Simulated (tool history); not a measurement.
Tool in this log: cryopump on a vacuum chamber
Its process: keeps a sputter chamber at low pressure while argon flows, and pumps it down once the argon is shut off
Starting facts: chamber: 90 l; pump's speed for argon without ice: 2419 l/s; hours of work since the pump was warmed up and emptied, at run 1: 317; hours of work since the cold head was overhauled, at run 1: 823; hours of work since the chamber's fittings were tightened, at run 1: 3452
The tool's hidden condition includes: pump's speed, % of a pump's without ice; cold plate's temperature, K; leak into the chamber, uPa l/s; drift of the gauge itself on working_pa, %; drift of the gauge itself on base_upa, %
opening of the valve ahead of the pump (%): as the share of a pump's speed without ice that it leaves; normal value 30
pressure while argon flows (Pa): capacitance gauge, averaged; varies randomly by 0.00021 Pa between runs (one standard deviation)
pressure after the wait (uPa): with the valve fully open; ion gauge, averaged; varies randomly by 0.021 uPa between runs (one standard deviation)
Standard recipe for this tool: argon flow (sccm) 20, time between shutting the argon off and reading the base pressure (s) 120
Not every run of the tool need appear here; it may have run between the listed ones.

run    hour  argon flow (sccm)  time between shutting the argon off and reading the base pressure (s)  opening of the valve ahead of the pump (%)  hours of work since the pump was warmed up and emptied  hours of work since the cold head was overhauled  hours of work since the chamber's fittings were tightened  pressure while argon flows (Pa)  pressure after the wait (uPa)
  1       0                 20                                                                    120                                          30                                                     317                                               823                                                       3452                           0.0492                           1.44
  2   103.5                 20                                                                    120                                          30                                                     368                                               874                                                       3503                           0.0495                           1.51
  3   171.7                 20                                                                    120                                          30                                                     402                                               907                                                       3537                           0.0494                           1.52
  4   221.7                 20                                                                    120                                          30                                                     427                                               932                                                       3562                           0.0501                            1.6
      237.1  -- pump warmed up, emptied and cooled again
  5   286.9                 20                                                                    120                                          30                                                      25                                               962                                                       3591                           0.0473                           1.37
  6   389.3                 31                                                                    120                                          30                                                      75                                              1013                                                       3642                           0.0739                           1.42
  7   474.7                 20                                                                    120                                          30                                                     118                                              1055                                                       3684                           0.0476                            1.4
  8   527.5                 20                                                                    120                                          30                                                     144                                              1081                                                       3710                           0.0477                           1.46
  9   645.1                 14                                                                    294                                          43                                                     202                                              1139                                                       3768                           0.0239                           1.26
 10   708.8                 17                                                                    107                                          54                                                     233                                              1171                                                       3800                           0.0236                           1.59
 11   799.9                 17                                                                    107                                          54                                                     278                                              1216                                                       3845                           0.0237                           1.55
 12   901.7                 17                                                                    107                                          54                                                     329                                              1266                                                       3895                           0.0239                           1.64
 13   977.2                 17                                                                    107                                          54                                                     366                                              1303                                                       3933                           0.0247                           1.64
     1046.8  -- leaking fittings of the chamber tightened, without venting
 14  1064.1                  8                                                                    120                                          41                                                     408                                              1345                                                          9                           0.0154                           0.46

Consider 5 possible next runs. They are alternatives, not a sequence: every one starts from the tool as it was left by run 14. What does each give?
     1108.8  -- pump warmed up, emptied and cooled again
  A  1144.3                 12                                                                    120                                          41                                                      18                                              1383                                                         46                                ?                              ?
     1108.8  -- pump warmed up, emptied and cooled again
  B  1144.3                 20                                                                    120                                          58                                                      18                                              1383                                                         46                                ?                              ?
     1108.8  -- pump warmed up, emptied and cooled again
  C  1144.3                 27                                                                    120                                          41                                                      18                                              1383                                                         46                                ?                              ?
     1108.8  -- pump warmed up, emptied and cooled again
  D  1144.3                 10                                                                    120                                          36                                                      18                                              1383                                                         46                                ?                              ?
     1108.8  -- pump warmed up, emptied and cooled again
  E  1144.3                 10                                                                     72                                          26                                                      18                                              1383                                                         46                                ?                              ?

run  pressure while argon flows (Pa)  pressure after the wait (uPa)
  A                           0.0207                           0.45
  B                           0.0247                           0.46
  C                           0.0466                           0.46
  D                           0.0199                           0.45
  E                           0.0271                           0.64
Take away the tool's hidden state, keep each run's random variation, and the runs would have read:
run  pressure while argon flows (Pa)  pressure after the wait (uPa)
  A                           0.0204                           0.43
  B                           0.0243                           0.44
  C                            0.046                           0.44
  D                           0.0197                           0.42
  E                           0.0268                           0.62
